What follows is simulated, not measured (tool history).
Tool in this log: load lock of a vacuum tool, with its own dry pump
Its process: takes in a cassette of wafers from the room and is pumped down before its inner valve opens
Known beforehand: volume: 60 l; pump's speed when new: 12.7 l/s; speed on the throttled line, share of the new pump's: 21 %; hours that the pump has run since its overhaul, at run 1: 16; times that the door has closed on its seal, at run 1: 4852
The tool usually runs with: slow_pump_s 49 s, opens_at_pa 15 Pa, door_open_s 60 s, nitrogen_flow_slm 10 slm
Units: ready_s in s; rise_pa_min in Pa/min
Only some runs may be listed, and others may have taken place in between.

run	hour	slow_pump_s	opens_at_pa	door_open_s	nitrogen_flow_slm	hours that the pump has run since its overhaul	times that the door has closed on its seal	incoming humidity of the room's air, %	ready_s	rise_pa_min
1	0	49	15	60	10	16	4852	48.3	80.5	0.042
2	56.4	49	15	60	10	72	5068	44.5	80	0.04
3	102.5	49	15	60	10	118	5246	43.3	79.8	0.046
4	188.3	49	15	60	10	204	5574	45.5	79.9	0.049
5	262.2	49	15	88	10	278	5858	42.2	79.8	0.053
6	324.6	49	15	60	10	340	6097	43.4	79.7	0.048
7	370.2	49	15	60	10	386	6272	43.6	80.2	0.046
8	459.5	49	15	60	10	475	6614	46.5	79.6	0.051
9	508.2	49	15	60	10	524	6801	41.2	80.8	0.056
10	578.8	49	15	60	10	595	7071	45.2	80.3	0.053
11	629.8	49	15	60	10	646	7267	45	80.2	0.055
12	715	49	15	60	10	731	7593	46.6	79.5	0.058
13	771.8	49	15	60	10	788	7811	47.4	79.9	0.058
14	835.3	49	15	60	10	851	8054	47.5	79.7	0.058
15	909.8	49	15	60	10	925	8340	44.4	80.4	0.057
16	994.1	49	15	60	12	1010	8663	44.7	80.7	0.062
17	1057.4	49	15	60	12	1073	8906	42.2	79.4	0.06
18	1094	49	15	60	12	1110	9046	43.8	81.2	0.062
19	1160.1	27	14	60	10	1176	9299	44.7	63.7	0.068
20	1238.1	25	11	179	10	1254	9599	43.1	63.5	0.097
21	1290.7	25	11	179	13	1306	9800	43.7	63.7	0.093
22	1352.7	76	11	32	16	1368	10038	41.8	103.4	0.059
23	1397.7	49	17	60	10	1413	10210	42.6	80.7	0.069
24	1439.7	68	11	188	8	1455	10372	45.5	97.6	0.112
25	1521.8	68	11	49	8	1538	10686	47.4	96.8	0.079
26	1599.3	49	15	102	10	1615	10983	45	80.2	0.09
27	1646.4	49	28	60	10	1662	11164	46.6	77.1	0.075
28	1711.4	67	21	72	10	1727	11413	45.1	93	0.087
29	1798.8	67	21	72	10	1815	11748	44.7	92.3	0.083
30	1837.8	42	15	60	10	1854	11897	45	75.7	0.091
31	1885.1	42	15	60	10	1901	12079	44.9	75.8	0.086
32	1970.7	42	15	60	10	1986	12407	45.6	75.7	0.088
33	2029.3	49	11	60	10	2045	12632	44.8	82.2	0.09
34	2085.3	40	24	60	18	2101	12846	48.8	71.9	0.085
35	2124.7	40	24	60	18	2140	12997	46.6	72.3	0.091
36	2201.2	40	24	60	18	2217	13290	42.2	72.3	0.088

Branching from run 36: 3 alternative next runs. What would each branch give?
A	2274.4	52	15	60	31	2290	13571	44.7	?	?
B	2274.4	49	15	117	5	2290	13571	40.2	?	?
C	2274.4	49	17	59	9	2290	13571	44.5	?	?

run	ready_s	rise_pa_min
A	84	0.09
B	80.8	0.12
C	81.4	0.095
With no hidden state in the tool, these same runs would have given:
run	ready_s	rise_pa_min
A	83.6	0.018
B	80.3	0.047
C	80.9	0.023
